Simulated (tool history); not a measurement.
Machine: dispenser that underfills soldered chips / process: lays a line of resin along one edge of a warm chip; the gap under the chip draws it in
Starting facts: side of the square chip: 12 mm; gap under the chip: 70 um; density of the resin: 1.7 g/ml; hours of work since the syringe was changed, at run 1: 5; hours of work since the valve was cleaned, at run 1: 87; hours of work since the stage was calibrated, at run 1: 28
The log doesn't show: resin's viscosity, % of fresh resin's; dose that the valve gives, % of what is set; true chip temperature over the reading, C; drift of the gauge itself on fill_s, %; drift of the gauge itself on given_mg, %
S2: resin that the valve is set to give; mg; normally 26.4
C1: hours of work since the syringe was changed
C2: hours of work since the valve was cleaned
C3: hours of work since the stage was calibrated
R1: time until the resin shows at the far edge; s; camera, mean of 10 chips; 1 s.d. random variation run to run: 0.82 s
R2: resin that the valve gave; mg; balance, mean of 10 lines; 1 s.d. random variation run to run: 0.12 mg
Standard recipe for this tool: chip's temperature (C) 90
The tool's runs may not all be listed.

Run 1, hour 0.0: usual settings; C1 5; C2 87; C3 28. Result: R1 104.1 s, R2 25.43 mg.
At hour 2.3: new syringe of resin.
Run 2, hour 5.4: usual settings; C1 3; C2 91; C3 32. Result: R1 86.3 s, R2 25.48 mg.
Run 3, hour 8.8: usual settings but chip's temperature (C) 95; C1 5; C2 94; C3 35. Result: R1 86.9 s, R2 25.44 mg.
At hour 11.3: new syringe of resin.
Run 4, hour 11.4: usual settings but chip's temperature (C) 95; C1 0; C2 96; C3 37. Result: R1 65.1 s, R2 25.30 mg.
Run 5, hour 16.8: usual settings; C1 4; C2 100; C3 41. Result: R1 100.3 s, R2 25.43 mg.
At hour 20.5: new syringe of resin.
At hour 21.9: dispensing valve cleaned and set on the balance.
Run 6, hour 22.1: usual settings; C1 0; C2 0; C3 44. Result: R1 76.4 s, R2 26.50 mg.
Run 7, hour 26.5: usual settings but S2 23.2 mg; C1 4; C2 4; C3 48. Result: R1 96.5 s, R2 22.87 mg.
Run 8, hour 29.9: usual settings but S2 30.4 mg; C1 7; C2 6; C3 50. Result: R1 109.8 s, R2 30.02 mg.
At hour 30.7: new syringe of resin.
Run 9, hour 33.0: usual settings but S2 23.9 mg; C1 2; C2 9; C3 53. Result: R1 84.7 s, R2 23.79 mg.
Run 10, hour 35.9: usual settings but S2 28.8 mg; C1 4; C2 11; C3 55. Result: R1 94.7 s, R2 28.56 mg.
At hour 39.6: new syringe of resin.
Run 11, hour 40.3: usual settings but S2 28.8 mg; C1 1; C2 14; C3 58. Result: R1 76.7 s, R2 28.52 mg.
Run 12, hour 45.0: usual settings but chip's temperature (C) 77; C1 4; C2 18; C3 62. Result: R1 149.5 s, R2 26.00 mg.
At hour 48.6: new syringe of resin.
Run 13, hour 50.6: usual settings but chip's temperature (C) 77; C1 2; C2 22; C3 66. Result: R1 127.0 s, R2 26.24 mg.
Run 14, hour 53.5: usual settings but chip's temperature (C) 77, S2 29.0 mg; C1 4; C2 24; C3 69. Result: R1 142.3 s, R2 28.82 mg.
Run 15, hour 55.7: usual settings but chip's temperature (C) 103, S2 23.3 mg; C1 6; C2 26; C3 70. Result: R1 69.6 s, R2 22.76 mg.
At hour 57.6: new syringe of resin.
Run 16, hour 58.3: usual settings but chip's temperature (C) 102, S2 28.7 mg; C1 1; C2 28; C3 72. Result: R1 52.7 s, R2 28.29 mg.
Run 17, hour 62.9: usual settings but chip's temperature (C) 89, S2 30.2 mg; C1 4; C2 32; C3 76. Result: R1 96.7 s, R2 29.61 mg.
At hour 66.6: new syringe of resin.
Run 18, hour 67.9: usual settings but chip's temperature (C) 89, S2 30.2 mg; C1 1; C2 36; C3 80. Result: R1 80.6 s, R2 29.52 mg.
Run 19, hour 70.8: usual settings but chip's temperature (C) 79, S2 25.7 mg; C1 3; C2 38; C3 82. Result: R1 132.0 s, R2 25.18 mg.
Run 20, hour 74.6: usual settings but chip's temperature (C) 79, S2 25.7 mg; C1 6; C2 41; C3 85. Result: R1 155.3 s, R2 25.24 mg.
At hour 75.8: new syringe of resin.
Run 21, hour 78.6: usual settings but chip's temperature (C) 79, S2 25.7 mg; C1 2; C2 44; C3 88. Result: R1 121.9 s, R2 25.12 mg.
Run 22, hour 82.9: usual settings but chip's temperature (C) 84, S2 24.8 mg; C1 6; C2 47; C3 91. Result: R1 127.5 s, R2 24.34 mg.
At hour 85.1: new syringe of resin.
Run 23, hour 85.4: usual settings but chip's temperature (C) 92, S2 23.7 mg; C1 0; C2 49; C3 93. Result: R1 72.7 s, R2 23.09 mg.
Run 24, hour 88.3: usual settings but chip's temperature (C) 85, S2 30.4 mg; C1 3; C2 51; C3 95. Result: R1 102.5 s, R2 29.79 mg.
Run 25, hour 91.1: usual settings but chip's temperature (C) 85, S2 30.4 mg; C1 5; C2 54; C3 98. Result: R1 112.5 s, R2 29.46 mg.
At hour 94.2: new syringe of resin.
Run 26, hour 96.8: usual settings but chip's temperature (C) 85, S2 30.4 mg; C1 2; C2 58; C3 102. Result: R1 97.3 s, R2 29.45 mg.
Run 27, hour 99.7: usual settings but chip's temperature (C) 85, S2 30.4 mg; C1 4; C2 60; C3 104. Result: R1 112.7 s, R2 29.55 mg.
Run 28, hour 102.7: usual settings but chip's temperature (C) 91, S2 31.6 mg; C1 7; C2 63; C3 107. Result: R1 106.3 s, R2 30.61 mg.

Forecast each of these 4 alternatives for the next run:
At hour 103.3: new syringe of resin.
Run A, hour 105.5: usual settings but chip's temperature (C) 100, S2 28.3 mg; C1 2; C2 65; C3 109. Result: R1 ?, R2 ?.
At hour 103.3: new syringe of resin.
Run B, hour 105.5: usual settings but chip's temperature (C) 91, S2 22.5 mg; C1 2; C2 65; C3 109. Result: R1 ?, R2 ?.
At hour 103.3: new syringe of resin.
Run C, hour 105.5: usual settings but chip's temperature (C) 92, S2 28.6 mg; C1 2; C2 65; C3 109. Result: R1 ?, R2 ?.
At hour 103.3: new syringe of resin.
Run D, hour 105.5: usual settings but chip's temperature (C) 102, S2 23.7 mg; C1 2; C2 65; C3 109. Result: R1 ?, R2 ?.

run    R1     R2
  A  60.6  27.46
  B  84.8  21.94
  C  78.3  27.81
  D  59.2  22.96
Without the tool's unlogged condition, the same runs would have read:
run    R1     R2
  A  55.1  28.33
  B  76.6  22.62
  C  71.2  28.68
  D  53.6  23.68
